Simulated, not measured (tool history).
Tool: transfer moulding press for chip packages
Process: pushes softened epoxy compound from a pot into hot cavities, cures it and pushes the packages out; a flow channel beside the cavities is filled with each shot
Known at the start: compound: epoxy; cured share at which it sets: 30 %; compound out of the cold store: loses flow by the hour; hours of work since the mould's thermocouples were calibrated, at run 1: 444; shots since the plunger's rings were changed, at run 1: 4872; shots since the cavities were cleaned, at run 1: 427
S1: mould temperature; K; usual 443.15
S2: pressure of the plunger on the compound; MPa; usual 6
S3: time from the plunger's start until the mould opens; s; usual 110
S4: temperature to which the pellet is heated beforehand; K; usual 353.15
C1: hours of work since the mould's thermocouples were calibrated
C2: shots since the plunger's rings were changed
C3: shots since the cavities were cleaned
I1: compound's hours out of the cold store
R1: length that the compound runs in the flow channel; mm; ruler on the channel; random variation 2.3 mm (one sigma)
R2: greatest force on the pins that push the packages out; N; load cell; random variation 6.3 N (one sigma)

{"run": 1, "hour": 0.0, "S1": 443.15, "S2": 6, "S3": 110, "S4": 353.15, "C1": 444, "C2": 4872, "C3": 427, "I1": 10.9, "R1": 735, "R2": 316}
{"hour": 10.6, "done": "cavities cleaned with cleaning compound and waxed"}
{"run": 2, "hour": 38.7, "S1": 443.15, "S2": 6, "S3": 110, "S4": 353.15, "C1": 465, "C2": 5204, "C3": 251, "I1": 9.7, "R1": 739, "R2": 312}
{"hour": 64.2, "done": "plunger's sealing rings changed"}
{"hour": 70.7, "done": "cavities cleaned with cleaning compound and waxed"}
{"run": 3, "hour": 113.5, "S1": 443.15, "S2": 6.23, "S3": 110, "S4": 353.15, "C1": 504, "C2": 426, "C3": 381, "I1": 24.6, "R1": 723, "R2": 318}
{"hour": 134.3, "done": "cavities cleaned with cleaning compound and waxed"}
{"run": 4, "hour": 178.3, "S1": 443.15, "S2": 6.23, "S3": 110, "S4": 353.15, "C1": 540, "C2": 990, "C3": 391, "I1": 17.3, "R1": 749, "R2": 327}
{"hour": 196.9, "done": "cavities cleaned with cleaning compound and waxed"}
{"run": 5, "hour": 222.0, "S1": 443.15, "S2": 6.23, "S3": 110, "S4": 353.15, "C1": 563, "C2": 1367, "C3": 224, "I1": 45.7, "R1": 640, "R2": 289}
{"hour": 256.9, "done": "cavities cleaned with cleaning compound and waxed"}
{"run": 6, "hour": 292.2, "S1": 443.15, "S2": 6.23, "S3": 110, "S4": 353.15, "C1": 602, "C2": 1979, "C3": 314, "I1": 31.4, "R1": 688, "R2": 309}
{"hour": 319.2, "done": "cavities cleaned with cleaning compound and waxed"}
{"run": 7, "hour": 347.1, "S1": 443.15, "S2": 6.23, "S3": 110, "S4": 353.15, "C1": 631, "C2": 2455, "C3": 248, "I1": 39, "R1": 657, "R2": 307}
{"hour": 378.7, "done": "cavities cleaned with cleaning compound and waxed"}
{"run": 8, "hour": 409.9, "S1": 443.15, "S2": 6.23, "S3": 110, "S4": 353.15, "C1": 665, "C2": 3001, "C3": 277, "I1": 20, "R1": 728, "R2": 311}
{"hour": 438.3, "done": "cavities cleaned with cleaning compound and waxed"}
{"run": 9, "hour": 493.0, "S1": 443.15, "S2": 6, "S3": 104, "S4": 353.15, "C1": 711, "C2": 3729, "C3": 487, "I1": 36.5, "R1": 646, "R2": 342}
{"hour": 498.5, "done": "mould's thermocouples calibrated"}
{"hour": 500.0, "done": "cavities cleaned with cleaning compound and waxed"}
{"hour": 560.8, "done": "cavities cleaned with cleaning compound and waxed"}
{"run": 10, "hour": 574.9, "S1": 443.15, "S2": 5.36, "S3": 110, "S4": 353.15, "C1": 41, "C2": 4414, "C3": 125, "I1": 21.4, "R1": 654, "R2": 268}
{"run": 11, "hour": 612.1, "S1": 443.15, "S2": 5.36, "S3": 110, "S4": 353.15, "C1": 62, "C2": 4747, "C3": 458, "I1": 43.6, "R1": 589, "R2": 317}
{"hour": 621.3, "done": "cavities cleaned with cleaning compound and waxed"}
{"run": 12, "hour": 655.8, "S1": 443.15, "S2": 5.36, "S3": 110, "S4": 353.15, "C1": 85, "C2": 5122, "C3": 307, "I1": 30, "R1": 624, "R2": 323}
{"hour": 679.7, "done": "cavities cleaned with cleaning compound and waxed"}
{"hour": 692.1, "done": "plunger's sealing rings changed"}
{"run": 13, "hour": 694.9, "S1": 443.15, "S2": 5.36, "S3": 110, "S4": 353.15, "C1": 105, "C2": 24, "C3": 113, "I1": 25, "R1": 671, "R2": 269}
{"hour": 732.0, "done": "mould's thermocouples calibrated, once more"}
{"hour": 744.4, "done": "cavities cleaned with cleaning compound and waxed"}
{"run": 14, "hour": 757.3, "S1": 450.15, "S2": 5.36, "S3": 110, "S4": 357.15, "C1": 13, "C2": 550, "C3": 115, "I1": 12.1, "R1": 701, "R2": 249}
{"hour": 802.0, "done": "cavities cleaned with cleaning compound and waxed"}
{"run": 15, "hour": 802.0, "S1": 450.15, "S2": 5.36, "S3": 110, "S4": 357.15, "C1": 37, "C2": 935, "C3": 0, "I1": 13.8, "R1": 693, "R2": 201}
{"run": 16, "hour": 842.9, "S1": 443.15, "S2": 7.23, "S3": 110, "S4": 354.15, "C1": 60, "C2": 1299, "C3": 364, "I1": 18.8, "R1": 796, "R2": 311}
{"hour": 859.8, "done": "cavities cleaned with cleaning compound and waxed"}
{"hour": 919.2, "done": "cavities cleaned with cleaning compound and waxed"}
{"run": 17, "hour": 921.8, "S1": 443.15, "S2": 7.23, "S3": 110, "S4": 354.15, "C1": 103, "C2": 1976, "C3": 23, "I1": 20.8, "R1": 791, "R2": 265}
{"run": 18, "hour": 968.9, "S1": 443.15, "S2": 6.83, "S3": 123, "S4": 350.15, "C1": 129, "C2": 2396, "C3": 443, "I1": 38.7, "R1": 691, "R2": 289}

The next listed run, before its measurement:
{"hour": 977.3, "done": "cavities cleaned with cleaning compound and waxed"}
{"hour": 1035.0, "done": "cavities cleaned with cleaning compound and waxed"}
{"run": 19, "hour": 1035.0, "S1": 445.15, "S2": 5.41, "S3": 110, "S4": 353.15, "C1": 164, "C2": 2958, "C3": 0, "I1": 28.5, "R1": "?", "R2": "?"}

Run 19 gave R1 639 mm, R2 239 N.
Without the tool's hidden state the same run would have given R1 656 mm, R2 235 N.

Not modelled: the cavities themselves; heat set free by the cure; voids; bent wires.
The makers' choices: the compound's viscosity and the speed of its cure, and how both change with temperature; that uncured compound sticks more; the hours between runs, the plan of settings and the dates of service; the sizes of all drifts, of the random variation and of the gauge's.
